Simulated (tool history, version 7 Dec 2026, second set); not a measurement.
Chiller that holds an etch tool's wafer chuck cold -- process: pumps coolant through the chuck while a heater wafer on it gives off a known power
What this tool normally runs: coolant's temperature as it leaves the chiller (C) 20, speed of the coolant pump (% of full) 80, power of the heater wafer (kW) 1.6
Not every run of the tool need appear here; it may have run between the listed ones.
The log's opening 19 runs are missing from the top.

run   hour  coolant's temperature as it leaves the chiller (C)  speed of the coolant pump (% of full)  power of the heater wafer (kW)  chuck's temperature once it has settled (C)  how much warmer the coolant comes back (C)
 20    626                                                  24                                     65                             1.6                                         38.7                                        6.16
 21  664.7                                                  24                                     65                             1.6                                         38.8                                        6.17
 22  699.8                                                  14                                     80                           0.877                                         20.8                                        2.83
 23  724.1                                                  24                                     71                           0.826                                         31.1                                        3.09
 24    754                                                  24                                     71                           0.826                                         31.1                                        3.08
 25  782.9                                                  24                                     71                           0.826                                           31                                        3.04
 26  807.5                                                  24                                     71                           0.826                                         31.2                                        3.17
 27  830.4                                                  24                                     71                           0.826                                         31.1                                        3.13
 28    865                                                  24                                     71                           0.826                                         31.2                                        3.11
 29  893.2                                                  17                                     76                           0.826                                         23.8                                        2.96
 30  930.4                                                  17                                     76                           0.826                                         23.6                                        2.99
 31  948.8                                                  17                                     69                           1.892                                         33.8                                        6.95

Below are 3 alternative next runs, each starting from the tool's condition after run 31. Predict each:
  A  979.5                                                  16                                     80                             1.6                                            ?                                           ?
  B  979.5                                                  20                                     96                            1.28                                            ?                                           ?
  C  979.5                                                  21                                     76                             1.6                                            ?                                           ?

run  chuck's temperature once it has settled (C)  how much warmer the coolant comes back (C)
  A                                         28.5                                        5.11
  B                                         28.6                                        3.53
  C                                         34.1                                        5.36
Take away the tool's hidden state, keep each run's random variation, and the runs would have read:
run  chuck's temperature once it has settled (C)  how much warmer the coolant comes back (C)
  A                                         28.5                                        4.68
  B                                         28.6                                         3.1
  C                                         34.1                                        4.93

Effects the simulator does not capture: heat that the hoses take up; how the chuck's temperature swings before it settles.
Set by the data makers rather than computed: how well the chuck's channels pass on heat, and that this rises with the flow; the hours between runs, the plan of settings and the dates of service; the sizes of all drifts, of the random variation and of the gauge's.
